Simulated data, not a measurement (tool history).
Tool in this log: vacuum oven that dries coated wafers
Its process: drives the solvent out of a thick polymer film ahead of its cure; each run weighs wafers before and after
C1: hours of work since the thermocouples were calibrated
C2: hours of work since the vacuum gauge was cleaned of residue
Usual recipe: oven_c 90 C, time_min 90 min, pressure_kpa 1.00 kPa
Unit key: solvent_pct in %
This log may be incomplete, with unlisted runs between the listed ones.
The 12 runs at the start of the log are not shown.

Run 13, hour 724.8: usual settings but time_min 55 min; C1 1202; C2 492. Result: solvent_pct 5.75 %.
At hour 749.4: oven's thermocouples calibrated.
Run 14, hour 784.4: usual settings but oven_c 94 C; C1 22; C2 529. Result: solvent_pct 2.76 %.
Run 15, hour 823.0: usual settings; C1 47; C2 553. Result: solvent_pct 3.40 %.
Run 16, hour 865.8: usual settings but oven_c 79 C; C1 74; C2 581. Result: solvent_pct 5.21 %.
Run 17, hour 917.3: usual settings but oven_c 79 C; C1 107; C2 614. Result: solvent_pct 5.32 %.
Run 18, hour 993.2: usual settings but oven_c 79 C; C1 155; C2 662. Result: solvent_pct 5.32 %.
Run 19, hour 1044.0: usual settings but oven_c 79 C; C1 188; C2 694. Result: solvent_pct 5.22 %.
Run 20, hour 1094.3: usual settings; C1 220; C2 726. Result: solvent_pct 3.49 %.
Run 21, hour 1161.0: usual settings; C1 262; C2 769. Result: solvent_pct 3.51 %.
Run 22, hour 1210.1: usual settings; C1 294; C2 800. Result: solvent_pct 3.58 %.
Run 23, hour 1270.5: usual settings but oven_c 88 C, time_min 160 min, pressure_kpa 1.02 kPa; C1 332; C2 839. Result: solvent_pct 2.04 %.
Run 24, hour 1320.9: usual settings but oven_c 87 C, time_min 63 min, pressure_kpa 2.12 kPa; C1 364; C2 871. Result: solvent_pct 5.81 %.
Run 25, hour 1390.2: usual settings but oven_c 77 C, time_min 92 min, pressure_kpa 0.70 kPa; C1 408; C2 915. Result: solvent_pct 5.48 %.
Run 26, hour 1437.8: usual settings but oven_c 91 C, time_min 66 min, pressure_kpa 0.95 kPa; C1 439; C2 945. Result: solvent_pct 4.69 %.
Run 27, hour 1510.6: usual settings but oven_c 96 C, time_min 48 min, pressure_kpa 2.22 kPa; C1 485; C2 992. Result: solvent_pct 5.33 %.

The next listed run, before its measurement:
Run 28, hour 1554.8: usual settings but oven_c 102 C, time_min 48 min, pressure_kpa 2.22 kPa; C1 513; C2 1020. Result: solvent_pct ?.

solvent_pct: 4.49 %
Had the tool carried no hidden state, the very same run would have given solvent_pct 4.27 %.
